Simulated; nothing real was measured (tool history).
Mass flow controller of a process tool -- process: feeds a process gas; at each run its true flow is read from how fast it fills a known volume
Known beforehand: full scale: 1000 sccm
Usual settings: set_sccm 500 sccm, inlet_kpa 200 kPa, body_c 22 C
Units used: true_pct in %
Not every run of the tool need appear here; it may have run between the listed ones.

run 1 day=0.000 | set_sccm=500 inlet_kpa=200 body_c=22 | true_pct=99.16
run 2 day=11.604 | set_sccm=500 inlet_kpa=168 body_c=22 | true_pct=99.62
run 3 day=21.100 | set_sccm=500 inlet_kpa=168 body_c=22 | true_pct=99.62
run 4 day=30.317 | set_sccm=500 inlet_kpa=168 body_c=21 | true_pct=99.72
run 5 day=41.625 | set_sccm=786 inlet_kpa=200 body_c=22 | true_pct=99.90
run 6 day=55.967 | set_sccm=786 inlet_kpa=200 body_c=22 | true_pct=100.06
run 7 day=66.767 | set_sccm=500 inlet_kpa=200 body_c=24 | true_pct=99.72
run 8 day=74.250 | set_sccm=500 inlet_kpa=200 body_c=24 | true_pct=99.87
run 9 day=89.433 | set_sccm=500 inlet_kpa=257 body_c=22 | true_pct=99.36
run 10 day=98.696 | set_sccm=500 inlet_kpa=257 body_c=22 | true_pct=99.54
run 11 day=115.783 | set_sccm=500 inlet_kpa=257 body_c=22 | true_pct=99.60
run 12 day=128.250 | set_sccm=500 inlet_kpa=257 body_c=22 | true_pct=99.60
run 13 day=142.088 | set_sccm=500 inlet_kpa=257 body_c=22 | true_pct=99.91
run 14 day=155.383 | set_sccm=500 inlet_kpa=257 body_c=22 | true_pct=99.88
run 15 day=164.225 | set_sccm=500 inlet_kpa=257 body_c=20 | true_pct=99.90
run 16 day=176.762 | set_sccm=500 inlet_kpa=200 body_c=21 | true_pct=100.48
run 17 day=192.833 | set_sccm=500 inlet_kpa=153 body_c=20 | true_pct=100.78
run 18 day=207.954 | set_sccm=500 inlet_kpa=153 body_c=20 | true_pct=100.96
-- day=212.442 controller exchanged for a calibrated one
run 19 day=217.446 | set_sccm=500 inlet_kpa=153 body_c=20 | true_pct=101.11
run 20 day=229.962 | set_sccm=196 inlet_kpa=200 body_c=22 | true_pct=100.48
run 21 day=238.538 | set_sccm=500 inlet_kpa=203 body_c=24 | true_pct=100.95
run 22 day=252.025 | set_sccm=500 inlet_kpa=203 body_c=24 | true_pct=101.08
run 23 day=267.542 | set_sccm=500 inlet_kpa=203 body_c=24 | true_pct=101.08
run 24 day=277.471 | set_sccm=500 inlet_kpa=223 body_c=22 | true_pct=101.16
run 25 day=288.467 | set_sccm=500 inlet_kpa=163 body_c=39 | true_pct=102.27
run 26 day=298.200 | set_sccm=500 inlet_kpa=163 body_c=39 | true_pct=102.37
run 27 day=310.300 | set_sccm=282 inlet_kpa=163 body_c=20 | true_pct=101.46
-- day=318.358 gauge calibrated
run 28 day=319.342 | set_sccm=282 inlet_kpa=163 body_c=20 | true_pct=99.09
run 29 day=330.908 | set_sccm=214 inlet_kpa=239 body_c=25 | true_pct=98.60
run 30 day=341.204 | set_sccm=214 inlet_kpa=239 body_c=25 | true_pct=98.76
run 31 day=349.483 | set_sccm=214 inlet_kpa=239 body_c=25 | true_pct=98.74

Branching from run 31: 5 alternative next runs. What would each branch give?
run A day=361.083 | set_sccm=739 inlet_kpa=153 body_c=22 | true_pct=?
run B day=361.083 | set_sccm=191 inlet_kpa=175 body_c=22 | true_pct=?
run C day=361.083 | set_sccm=500 inlet_kpa=149 body_c=22 | true_pct=?
run D day=361.083 | set_sccm=121 inlet_kpa=264 body_c=25 | true_pct=?
run E day=361.083 | set_sccm=171 inlet_kpa=172 body_c=24 | true_pct=?

run=A true_pct=100.17
run=B true_pct=99.26
run=C true_pct=99.87
run=D true_pct=98.52
run=E true_pct=99.26
The same runs, with their run-to-run variation unchanged, on a tool lacking any hidden condition would have given:
run=A true_pct=99.85
run=B true_pct=98.94
run=C true_pct=99.55
run=D true_pct=98.20
run=E true_pct=98.94
